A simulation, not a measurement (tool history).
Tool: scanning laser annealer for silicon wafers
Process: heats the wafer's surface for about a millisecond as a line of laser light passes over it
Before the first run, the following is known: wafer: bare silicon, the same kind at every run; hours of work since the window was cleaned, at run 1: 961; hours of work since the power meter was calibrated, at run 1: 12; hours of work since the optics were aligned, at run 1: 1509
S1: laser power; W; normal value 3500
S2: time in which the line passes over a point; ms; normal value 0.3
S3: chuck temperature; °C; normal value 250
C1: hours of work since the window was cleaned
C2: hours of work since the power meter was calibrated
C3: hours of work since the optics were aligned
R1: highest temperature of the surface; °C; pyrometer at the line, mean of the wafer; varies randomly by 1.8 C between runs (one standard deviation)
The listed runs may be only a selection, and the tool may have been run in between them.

run	hour	S1	S2	S3	C1	C2	C3	R1
1	0	3500	0.3	250	961	12	1509	1002
2	25.3	3500	0.3	229	971	23	1520	982
3	38	3500	0.3	229	977	28	1525	982
4	55.6	3500	0.3	229	984	35	1533	981
5	66.7	3500	0.368	250	989	40	1537	1093
# hour 86.6: window over the wafer cleaned
6	89.4	3500	0.368	250	1	49	1546	1086
7	113.7	3500	0.368	250	12	59	1557	1089
8	130.5	3500	0.265	250	19	66	1564	954
9	147.7	3500	0.265	250	26	74	1571	957
10	173.8	3500	0.265	250	37	85	1582	953
11	198.3	3500	0.265	250	48	95	1593	955
12	212	3500	0.265	250	53	101	1598	954
13	222.9	3500	0.265	250	58	106	1603	955
14	241.6	3500	0.265	250	66	114	1611	954
15	259.7	3500	0.326	250	74	121	1619	1036
16	273.9	3500	0.326	250	80	127	1625	1036
17	290.6	3127	0.3	250	87	135	1632	900
18	315.2	3500	0.3	250	97	145	1642	1003
19	329.6	3500	0.3	250	103	151	1648	1002
20	342.2	3500	0.3	250	109	156	1654	999
21	360.5	3500	0.3	250	116	164	1662	1000
22	375.2	3500	0.3	262	123	170	1668	1018
23	396.6	3745	0.366	217	132	180	1677	1134
24	413.2	3745	0.366	217	139	187	1684	1133
25	427.8	3299	0.225	238	145	193	1690	834
26	447.3	3210	0.3	285	153	201	1698	954
27	469.2	3210	0.3	285	163	210	1708	954
28	486.7	3743	0.297	240	170	218	1715	1058
29	510.2	3743	0.297	240	180	228	1725	1057
30	526	3743	0.297	240	187	235	1732	1057
31	547.2	3500	0.37	287	196	244	1741	1127
32	558.1	3500	0.37	287	201	248	1746	1128
33	571.2	3074	0.3	288	206	254	1751	921
34	582.4	3144	0.27	244	211	259	1756	862
35	598.7	3085	0.372	289	218	266	1763	1002
36	622.7	3538	0.372	220	228	276	1773	1078
37	641.9	3538	0.372	220	236	284	1781	1078
38	667.1	3500	0.3	259	247	295	1792	1016
39	684.9	3500	0.3	259	255	302	1800	1009
40	697.5	3500	0.3	259	260	308	1805	1006

4 ways to go on from here, each from the tool as it stands after run 40. What would each give?
A	713.9	3140	0.282	275	267	315	1812	?
B	713.9	3488	0.3	250	267	315	1812	?
C	713.9	3261	0.335	248	267	315	1812	?
D	713.9	3027	0.268	250	267	315	1812	?

run	R1
A	906
B	1000
C	973
D	834
Without the tool's hidden state the same runs would have given:
run	R1
A	906
B	1000
C	973
D	835

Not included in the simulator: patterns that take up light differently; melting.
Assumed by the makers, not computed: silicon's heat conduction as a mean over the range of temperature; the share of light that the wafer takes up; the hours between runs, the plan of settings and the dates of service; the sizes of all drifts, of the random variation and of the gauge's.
